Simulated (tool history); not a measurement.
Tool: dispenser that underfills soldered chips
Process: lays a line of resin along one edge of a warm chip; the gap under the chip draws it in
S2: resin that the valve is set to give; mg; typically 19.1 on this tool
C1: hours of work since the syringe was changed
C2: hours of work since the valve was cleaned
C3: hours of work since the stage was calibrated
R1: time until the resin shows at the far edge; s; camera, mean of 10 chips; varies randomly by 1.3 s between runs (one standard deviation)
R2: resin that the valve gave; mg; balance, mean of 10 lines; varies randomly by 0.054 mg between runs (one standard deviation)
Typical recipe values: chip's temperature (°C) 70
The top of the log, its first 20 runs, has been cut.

-- hour=228.2 new syringe of resin
run 21 hour=240.1 | chip's_temperature_(°C)=58 S2=22.1 | C1=7 C2=14 C3=452 | R1=240.8 R2=21.95
-- hour=243.4 new syringe of resin
run 22 hour=250.2 | chip's_temperature_(°C)=58 S2=22.1 | C1=4 C2=20 C3=459 | R1=207.4 R2=21.91
-- hour=258.9 new syringe of resin
run 23 hour=260.8 | chip's_temperature_(°C)=67 S2=18.1 | C1=1 C2=27 C3=465 | R1=140.4 R2=17.94
-- hour=273.8 new syringe of resin
run 24 hour=275.4 | chip's_temperature_(°C)=67 S2=18.1 | C1=1 C2=36 C3=474 | R1=136.4 R2=17.87
-- hour=288.5 new syringe of resin
run 25 hour=292.6 | chip's_temperature_(°C)=72 S2=19.5 | C1=3 C2=46 C3=485 | R1=124.4 R2=19.08
run 26 hour=300.9 | chip's_temperature_(°C)=74 S2=19.1 | C1=8 C2=51 C3=490 | R1=151.5 R2=18.71
-- hour=303.5 new syringe of resin
-- hour=308.6 stage's temperature calibrated
run 27 hour=315.3 | chip's_temperature_(°C)=74 S2=21.5 | C1=7 C2=60 C3=4 | R1=158.8 R2=20.98
-- hour=320.2 new syringe of resin
run 28 hour=331.9 | chip's_temperature_(°C)=70 S2=24.4 | C1=7 C2=70 C3=14 | R1=174 R2=23.82
-- hour=335.9 new syringe of resin
run 29 hour=342.1 | chip's_temperature_(°C)=83 S2=18 | C1=4 C2=76 C3=21 | R1=107.3 R2=17.48
-- hour=351.4 new syringe of resin
run 30 hour=359.7 | chip's_temperature_(°C)=73 S2=20.8 | C1=5 C2=87 C3=31 | R1=147.5 R2=20.15
-- hour=367 new syringe of resin
run 31 hour=368.3 | chip's_temperature_(°C)=70 S2=20 | C1=1 C2=92 C3=37 | R1=128.1 R2=19.29
-- hour=382.7 new syringe of resin
run 32 hour=382.7 | chip's_temperature_(°C)=64 S2=24 | C1=0 C2=101 C3=46 | R1=148.9 R2=23.07
run 33 hour=393.6 | chip's_temperature_(°C)=58 S2=18 | C1=7 C2=108 C3=52 | R1=263.4 R2=17.24
-- hour=398 new syringe of resin
run 34 hour=402.8 | chip's_temperature_(°C)=63 S2=23.9 | C1=3 C2=113 C3=58 | R1=176.5 R2=22.86

Here are 4 independent what-if runs from the current tool condition. What would each one return?
-- hour=408.7 dispensing valve cleaned and set on the balance
-- hour=414.3 new syringe of resin
run A hour=420 | chip's_temperature_(°C)=72 S2=24.5 | C1=4 C2=7 C3=68 | R1=? R2=?
-- hour=408.7 dispensing valve cleaned and set on the balance
-- hour=414.3 new syringe of resin
run B hour=420 | chip's_temperature_(°C)=62 S2=18.4 | C1=4 C2=7 C3=68 | R1=? R2=?
-- hour=408.7 dispensing valve cleaned and set on the balance
-- hour=414.3 new syringe of resin
run C hour=420 | chip's_temperature_(°C)=69 S2=19.1 | C1=4 C2=7 C3=68 | R1=? R2=?
-- hour=408.7 dispensing valve cleaned and set on the balance
-- hour=414.3 new syringe of resin
run D hour=420 | chip's_temperature_(°C)=80 S2=19.2 | C1=4 C2=7 C3=68 | R1=? R2=?

run=A R1=139.4 R2=24.37
run=B R1=192.5 R2=18.31
run=C R1=155.1 R2=19.02
run=D R1=112.7 R2=19.1
The same runs, with their run-to-run variation unchanged, on a tool lacking any hidden condition would have given:
run=A R1=116.7 R2=24.51
run=B R1=161 R2=18.41
run=C R1=129.8 R2=19.13
run=D R1=94.3 R2=19.2
